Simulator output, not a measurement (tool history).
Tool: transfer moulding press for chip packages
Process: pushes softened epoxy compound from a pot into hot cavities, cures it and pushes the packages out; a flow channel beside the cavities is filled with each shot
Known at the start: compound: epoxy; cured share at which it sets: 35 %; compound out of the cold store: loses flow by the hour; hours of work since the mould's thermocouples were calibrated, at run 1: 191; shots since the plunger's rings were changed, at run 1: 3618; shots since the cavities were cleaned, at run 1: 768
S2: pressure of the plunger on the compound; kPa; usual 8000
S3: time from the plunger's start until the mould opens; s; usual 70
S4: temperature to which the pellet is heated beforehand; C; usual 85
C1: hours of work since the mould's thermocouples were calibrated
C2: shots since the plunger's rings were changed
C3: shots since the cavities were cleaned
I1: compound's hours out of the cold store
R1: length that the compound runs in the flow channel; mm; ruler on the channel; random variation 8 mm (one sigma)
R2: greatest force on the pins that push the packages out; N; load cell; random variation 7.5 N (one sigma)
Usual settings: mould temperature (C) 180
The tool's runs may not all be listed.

run 1 hour=0.0 | mould_temperature_(C)=180 S2=8000 S3=70 S4=85 | C1=191 C2=3618 C3=768 | I1=24.9 | R1=905 R2=317
-- hour=11.5 cavities cleaned with cleaning compound and waxed
run 2 hour=37.8 | mould_temperature_(C)=180 S2=8000 S3=70 S4=85 | C1=210 C2=4049 C3=312 | I1=46.1 | R1=847 R2=305
run 3 hour=71.6 | mould_temperature_(C)=180 S2=8000 S3=70 S4=85 | C1=228 C2=4451 C3=714 | I1=9.5 | R1=924 R2=322
-- hour=87.9 cavities cleaned with cleaning compound and waxed
run 4 hour=104.7 | mould_temperature_(C)=180 S2=8000 S3=70 S4=85 | C1=245 C2=4826 C3=200 | I1=43.7 | R1=841 R2=311
run 5 hour=130.6 | mould_temperature_(C)=180 S2=8000 S3=70 S4=85 | C1=259 C2=5134 C3=508 | I1=41.1 | R1=854 R2=318
-- hour=163.4 cavities cleaned with cleaning compound and waxed
run 6 hour=177.6 | mould_temperature_(C)=180 S2=8000 S3=70 S4=85 | C1=284 C2=5674 C3=169 | I1=29.8 | R1=890 R2=306
run 7 hour=204.8 | mould_temperature_(C)=180 S2=8000 S3=70 S4=85 | C1=299 C2=5997 C3=492 | I1=33.5 | R1=881 R2=325
-- hour=213.1 plunger's sealing rings changed
-- hour=244.5 cavities cleaned with cleaning compound and waxed
run 8 hour=247.5 | mould_temperature_(C)=180 S2=8000 S3=70 S4=85 | C1=319 C2=390 C3=35 | I1=15.1 | R1=943 R2=314
run 9 hour=284.6 | mould_temperature_(C)=180 S2=8000 S3=96 S4=85 | C1=339 C2=831 C3=476 | I1=35.8 | R1=868 R2=266
run 10 hour=308.2 | mould_temperature_(C)=180 S2=9810 S3=96 S4=85 | C1=352 C2=1112 C3=757 | I1=30.7 | R1=971 R2=254
-- hour=320.4 cavities cleaned with cleaning compound and waxed
run 11 hour=351.0 | mould_temperature_(C)=176 S2=9810 S3=96 S4=85 | C1=374 C2=1602 C3=363 | I1=21.2 | R1=1020 R2=264
run 12 hour=391.5 | mould_temperature_(C)=176 S2=9810 S3=96 S4=85 | C1=396 C2=2083 C3=844 | I1=42.5 | R1=975 R2=260
-- hour=396.3 cavities cleaned with cleaning compound and waxed
run 13 hour=421.3 | mould_temperature_(C)=180 S2=8000 S3=52 S4=85 | C1=411 C2=2419 C3=297 | I1=46.0 | R1=856 R2=613
run 14 hour=450.8 | mould_temperature_(C)=180 S2=8000 S3=70 S4=85 | C1=427 C2=2769 C3=647 | I1=9.5 | R1=955 R2=311
-- hour=472.9 cavities cleaned with cleaning compound and waxed
run 15 hour=485.4 | mould_temperature_(C)=187 S2=8000 S3=67 S4=85 | C1=445 C2=3163 C3=149 | I1=13.5 | R1=918 R2=287
run 16 hour=515.4 | mould_temperature_(C)=178 S2=6150 S3=91 S4=85 | C1=461 C2=3518 C3=504 | I1=15.7 | R1=831 R2=277
run 17 hour=537.4 | mould_temperature_(C)=180 S2=6150 S3=91 S4=92 | C1=473 C2=3781 C3=767 | I1=39.4 | R1=763 R2=267
-- hour=550.4 cavities cleaned with cleaning compound and waxed
run 18 hour=564.2 | mould_temperature_(C)=180 S2=6150 S3=91 S4=92 | C1=487 C2=4080 C3=163 | I1=36.3 | R1=764 R2=265
run 19 hour=614.3 | mould_temperature_(C)=185 S2=8000 S3=70 S4=79 | C1=514 C2=4676 C3=759 | I1=26.0 | R1=880 R2=278
-- hour=628.3 cavities cleaned with cleaning compound and waxed
-- hour=643.4 mould's thermocouples calibrated
run 20 hour=656.0 | mould_temperature_(C)=180 S2=8000 S3=70 S4=77 | C1=7 C2=5129 C3=305 | I1=40.0 | R1=846 R2=319
run 21 hour=681.3 | mould_temperature_(C)=179 S2=8000 S3=70 S4=80 | C1=20 C2=5430 C3=606 | I1=29.5 | R1=895 R2=325
-- hour=709.0 cavities cleaned with cleaning compound and waxed
run 22 hour=723.7 | mould_temperature_(C)=179 S2=6530 S3=70 S4=85 | C1=42 C2=5915 C3=174 | I1=43.0 | R1=775 R2=316
-- hour=737.8 plunger's sealing rings changed
run 23 hour=769.9 | mould_temperature_(C)=179 S2=6530 S3=70 S4=85 | C1=66 C2=381 C3=693 | I1=28.8 | R1=812 R2=344
-- hour=788.4 cavities cleaned with cleaning compound and waxed
run 24 hour=809.9 | mould_temperature_(C)=173 S2=8000 S3=70 S4=84 | C1=87 C2=839 C3=256 | I1=34.2 | R1=888 R2=453

Forecast run 25:
run 25 hour=850.2 | mould_temperature_(C)=179 S2=6070 S3=89 S4=85 | C1=108 C2=1318 C3=735 | I1=9.5 | R1=? R2=?

{"run 25": {"R1": 836, "R2": 271}}
Without the tool's hidden state the same run would have given R1 836 mm, R2 267 N.
